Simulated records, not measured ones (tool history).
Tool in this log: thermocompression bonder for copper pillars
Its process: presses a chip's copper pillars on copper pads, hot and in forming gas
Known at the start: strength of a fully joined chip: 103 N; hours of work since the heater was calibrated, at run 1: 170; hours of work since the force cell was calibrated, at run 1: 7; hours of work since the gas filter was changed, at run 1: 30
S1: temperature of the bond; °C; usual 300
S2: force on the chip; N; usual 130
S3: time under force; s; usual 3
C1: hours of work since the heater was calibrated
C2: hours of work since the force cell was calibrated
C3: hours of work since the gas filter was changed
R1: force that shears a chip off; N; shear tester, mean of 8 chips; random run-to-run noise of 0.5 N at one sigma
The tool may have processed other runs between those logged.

run   hour   S1   S2  S3   C1   C2   C3    R1
  1      0  300  130   3  170    7   30  66.1
  2   18.9  300  130   3  185   22   45    66
  3   39.4  300  130   3  201   38   61  65.5
  4   58.4  300  130   3  217   53   76  65.6
  5   68.2  284  130   3  224   61   84  55.1
  6   84.4  284  130   3  237   74   97  53.8
  7  103.1  284  130   3  252   89  112  54.1
  8    115  284  153   3  262   99  122  59.5
  9  135.2  300  130   8  278  115  138  82.4
 10  145.2  300  130   8  286  123  146  82.9
 11    161  300  130   3  299  135  158  65.5
 12  173.4  300  130   3  309  145  168    64
 13  192.8  300  115   3  324  161  184  59.7
 14  207.4  300  115   3  336  172  195  61.5
 15  225.6  300  115   3  350  187  210  60.5
 16  240.7  300  167   3  362  199  222  73.2
 17  261.1  300  130   3  379  215  238  64.2
 18    274  289  130   3  389  226  249  56.2
 19  287.6  300  165   3  400  237  260  72.1
 20  298.2  300  165   3  408  245  268  71.4
 21  309.9  297  130   6  418  254  277  74.7
 22  330.7  285  138   3  434  271  294  55.7
 23  341.4  285  138   3  443  280  303  55.2
 24  353.5  290  130   2  453  289  312  49.5
 25  371.5  290  130   2  467  304  327  50.2
 26  389.4  290  110   2  481  318  341    44
 27  405.1  300   81   3  494  331  354    48
 28  422.1  320  147   3  507  344  367  79.9
 29  437.6  320  147   3  520  357  380  79.7
 30    454  318  131   3  533  370  393  74.4
     456.8  -- forming gas filter changed
 31  466.9  280  119   3  543  380    8  48.7
 32  481.2  271  141   3  554  391   20  45.9
 33  500.8  329  130   3  570  407   35  82.7
 34  517.1  287  130   4  583  420   48  61.1
 35  535.1  310  130   3  597  434   63  70.8
 36  549.7  324  130   2  609  446   74  72.6
 37  563.2  300  170   3  620  457   85  72.9
 38  577.6  300  108   3  632  468   97  57.2
 39  590.1  297  130   5  641  478  107  70.5

Predict each of these 3 candidate next runs independently; none follows another, all start after run 39:
  A  606.1  319  140   6  654  491  119   ?
  B  606.1  323  130   7  654  491  119   ?
  C  606.1  300  130   4  654  491  119   ?

run    R1
  A    89
  B  91.5
  C  68.3
Take away the tool's hidden state, keep each run's random variation, and the runs would have read:
run    R1
  A  92.1
  B  94.3
  C  72.2
